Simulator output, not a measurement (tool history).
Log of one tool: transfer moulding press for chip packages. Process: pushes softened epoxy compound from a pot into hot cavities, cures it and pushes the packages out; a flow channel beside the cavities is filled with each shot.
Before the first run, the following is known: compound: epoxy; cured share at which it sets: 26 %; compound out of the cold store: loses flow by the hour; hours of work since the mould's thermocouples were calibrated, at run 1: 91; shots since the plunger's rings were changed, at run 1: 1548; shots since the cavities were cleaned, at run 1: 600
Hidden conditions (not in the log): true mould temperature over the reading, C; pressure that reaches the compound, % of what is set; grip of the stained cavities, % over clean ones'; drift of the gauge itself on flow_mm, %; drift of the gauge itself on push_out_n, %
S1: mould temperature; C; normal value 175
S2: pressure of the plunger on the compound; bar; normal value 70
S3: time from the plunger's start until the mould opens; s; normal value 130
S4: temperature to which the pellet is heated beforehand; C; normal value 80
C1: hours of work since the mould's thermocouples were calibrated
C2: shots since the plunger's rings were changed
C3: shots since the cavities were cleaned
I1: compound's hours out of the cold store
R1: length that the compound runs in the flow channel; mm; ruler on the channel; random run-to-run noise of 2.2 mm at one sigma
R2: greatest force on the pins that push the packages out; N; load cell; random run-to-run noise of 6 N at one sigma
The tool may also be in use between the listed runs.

run,hour,S1,S2,S3,S4,C1,C2,C3,I1,R1,R2
1,0,175,70,130,80,91,1548,600,16.6,713,232
2,17.4,182,70,130,80,99,1667,719,38.4,605,209
3,26.3,182,70,130,80,103,1727,779,46,580,207
4,43.4,182,70,130,80,111,1844,896,43.4,587,219
5,61.8,182,70,130,80,120,1970,1022,13.2,721,203
# hour 75.9: cavities cleaned with cleaning compound and waxed
6,82.4,175,70,130,80,128,2101,45,36.3,628,228
7,95.5,175,70,130,80,135,2190,134,33.5,639,223
8,109,175,70,130,80,141,2283,227,9.2,760,229
9,127,175,70,130,80,149,2406,350,45,586,215
10,140.5,175,70,130,80,156,2498,442,13,739,224
11,156.5,178,70,130,80,163,2608,552,17,710,212
12,174.9,178,70,130,80,172,2733,677,35.8,621,203
13,195.1,178,70,130,80,181,2872,816,37,619,216
14,214.2,178,70,130,80,190,3002,946,38.2,613,215
15,230.2,178,70,114,80,197,3111,1055,42,597,233
# hour 239.1: cavities cleaned with cleaning compound and waxed
16,248.1,181,81.5,130,80,205,3224,62,39.6,651,204
17,266.6,181,81.5,168,80,214,3350,188,27.2,707,203
18,285.9,183,70,133,80,223,3482,320,45.1,579,208
19,306,183,70,133,80,232,3619,457,41.9,592,210
20,318.5,171,70,130,89,238,3705,543,43.8,600,248
21,337,175,79.2,152,86,247,3831,669,21.8,732,209
22,352.6,175,55.4,152,87,254,3938,776,25.3,598,218
23,370.1,175,55.4,152,87,262,4058,896,38.8,549,224
24,388.9,175,55.4,152,87,271,4187,1025,44,524,204
# hour 401.7: cavities cleaned with cleaning compound and waxed
25,403.2,175,78.6,130,80,277,4274,10,40.9,645,224
26,412.5,175,78.6,130,80,281,4338,74,44.8,628,219
27,433.4,177,58.2,142,80,291,4480,216,44.9,535,204
28,446.8,177,59.9,142,73,297,4572,308,26.1,621,208

Forecast each of these 5 alternatives for the next run:
A,465.1,177,60.7,138,73,306,4698,434,11.9,?,?
B,465.1,177,59.9,150,78,306,4698,434,41.5,?,?
C,465.1,175,70,130,77,306,4698,434,23.9,?,?
D,465.1,173,69.6,159,80,306,4698,434,27.7,?,?
E,465.1,177,68.7,123,73,306,4698,434,24,?,?

run,R1,R2
A,688,215
B,555,207
C,683,224
D,664,210
E,674,225
The same runs, with their run-to-run variation unchanged, on a tool lacking any hidden condition would have given:
run,R1,R2
A,689,213
B,556,205
C,684,222
D,665,208
E,675,223
